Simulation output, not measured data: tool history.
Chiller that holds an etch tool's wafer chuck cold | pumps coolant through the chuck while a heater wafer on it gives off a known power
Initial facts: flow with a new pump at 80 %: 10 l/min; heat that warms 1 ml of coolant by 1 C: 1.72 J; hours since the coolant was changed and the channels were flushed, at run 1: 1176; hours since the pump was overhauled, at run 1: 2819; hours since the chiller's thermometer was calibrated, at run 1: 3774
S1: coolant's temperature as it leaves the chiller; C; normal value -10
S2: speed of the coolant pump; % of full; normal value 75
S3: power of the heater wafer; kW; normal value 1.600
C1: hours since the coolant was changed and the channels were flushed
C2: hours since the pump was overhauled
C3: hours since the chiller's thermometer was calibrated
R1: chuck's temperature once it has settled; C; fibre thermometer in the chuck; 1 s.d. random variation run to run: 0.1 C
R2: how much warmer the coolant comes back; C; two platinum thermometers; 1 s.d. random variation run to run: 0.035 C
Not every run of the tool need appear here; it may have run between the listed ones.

Run 1, hour 0.0: usual settings; C1 1176; C2 2819; C3 3774. Result: R1 10.5 C, R2 6.02 C.
Run 2, hour 90.6: usual settings but S1 0 C; C1 1267; C2 2910; C3 3864. Result: R1 20.5 C, R2 6.00 C.
Run 3, hour 162.3: usual settings but S1 0 C; C1 1338; C2 2982; C3 3936. Result: R1 20.6 C, R2 5.92 C.
Run 4, hour 217.4: usual settings but S2 67 % of full; C1 1393; C2 3037; C3 3991. Result: R1 12.3 C, R2 6.73 C.
Run 5, hour 334.4: usual settings; C1 1510; C2 3154; C3 4108. Result: R1 10.5 C, R2 5.85 C.
Run 6, hour 406.6: usual settings; C1 1583; C2 3226; C3 4180. Result: R1 10.4 C, R2 5.80 C.
Run 7, hour 490.9: usual settings but S2 63 % of full; C1 1667; C2 3310; C3 4264. Result: R1 13.3 C, R2 7.04 C.
Run 8, hour 543.9: usual settings but S1 -11 C; C1 1720; C2 3363; C3 4317. Result: R1 9.4 C, R2 5.83 C.

Run 9, settings as shown, results not yet in. Your forecast:
Run 9, hour 629.2: usual settings but S1 -11 C; C1 1805; C2 3448; C3 4403. Result: R1 ?, R2 ?.

{"run 9": {"R1": 9.3, "R2": 5.73}}
If the tool had no hidden condition, the same run with the same run-to-run variation would have returned R1 9.3 C, R2 5.95 C.
